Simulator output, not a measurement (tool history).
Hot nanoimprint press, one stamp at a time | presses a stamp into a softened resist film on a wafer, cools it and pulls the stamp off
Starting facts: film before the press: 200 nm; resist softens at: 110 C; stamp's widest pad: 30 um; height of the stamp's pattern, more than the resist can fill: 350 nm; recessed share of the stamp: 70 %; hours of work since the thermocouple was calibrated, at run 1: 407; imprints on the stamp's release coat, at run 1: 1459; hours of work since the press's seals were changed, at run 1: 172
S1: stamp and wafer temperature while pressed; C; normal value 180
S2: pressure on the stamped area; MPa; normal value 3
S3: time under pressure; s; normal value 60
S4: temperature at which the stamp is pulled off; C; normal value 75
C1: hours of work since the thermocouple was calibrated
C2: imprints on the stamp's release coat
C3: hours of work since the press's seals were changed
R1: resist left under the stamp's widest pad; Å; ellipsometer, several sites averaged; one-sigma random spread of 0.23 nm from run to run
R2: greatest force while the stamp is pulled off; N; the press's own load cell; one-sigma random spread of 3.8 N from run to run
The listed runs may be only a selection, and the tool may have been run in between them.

run	hour	S1	S2	S3	S4	C1	C2	C3	R1	R2
1	0	180	3	60	75	407	1459	172	1151	305
2	13.5	180	3	60	75	413	1485	178	1147	309
3	34.2	180	3	60	64	423	1524	188	1152	363
4	57.8	180	3	60	75	434	1569	199	1153	316
5	72.4	180	3	60	75	441	1597	206	1159	318
6	92	180	3	60	75	450	1634	215	1155	310
7	114	180	3	60	75	461	1676	226	1156	324
8	141.7	180	3	60	75	474	1729	239	1159	341
9	159.1	175	3	60	75	482	1762	247	1318	336
10	188.7	175	3	60	75	496	1818	261	1323	332
# hour 202.3: plate thermocouple calibrated
11	210.5	191	3	60	75	4	1854	270	859	348
12	243.8	191	3	60	75	20	1918	286	859	353
13	263.9	191	3	60	75	29	1956	295	862	364
14	292.2	191	3	60	75	42	2010	309	863	345
15	320.1	191	3	60	62	56	2063	322	859	430
# hour 330.2: plate thermocouple calibrated, once more
# hour 345: stamp cleaned and given a new release coat
16	349.7	182	3	106	75	6	9	332	873	191
17	379.2	189	2.39	39	80	20	65	346	1135	173
18	410.3	169	2.54	60	82	35	125	360	1553	174
19	435.4	169	2.54	60	82	47	172	372	1550	174
20	453.7	169	2.54	60	82	56	207	381	1553	174
21	468.6	169	2.24	60	82	63	235	388	1596	178
22	496.6	180	2.24	60	76	76	289	401	1263	203
23	524.2	187	3	43	75	89	341	414	1059	213
24	552.8	187	3	43	75	102	396	428	1060	212
25	577.9	187	3	43	75	114	444	439	1063	213
26	601.1	180	3	60	68	125	488	450	1142	246
27	629.7	180	3	60	68	139	542	464	1143	247
28	657.7	185	4.55	54	75	152	596	477	868	220
29	689.7	185	4.55	54	75	167	656	492	871	231

What differs in the tool's unlogged condition from the final listed run ahead of each entry between runs to the first listed run following it?
After run 10, before run 11: plate thermocouple calibrated (hour 202.3)
  true temperature over the reading, C: -0.71 -> -0.86; pressure that arrives at the usual setting, %: 99.59 -> 99.54; grip of the stamp's worn release coat, % over a new coat's: 82.8 -> 84.7
  measured value less the no-hidden-state value, R1: +25 -> +21 Å; R2: +153 -> +162 N
After run 15, before run 16: plate thermocouple calibrated, once more (hour 330.2); stamp cleaned and given a new release coat (hour 345)
  true temperature over the reading, C: -0.95 -> 0.13; pressure that arrives at the usual setting, %: 99.3 -> 99.24; grip of the stamp's worn release coat, % over a new coat's: 95.7 -> 0.4
  measured value less the no-hidden-state value, R1: +25 -> +0 Å; R2: +213 -> +0 N
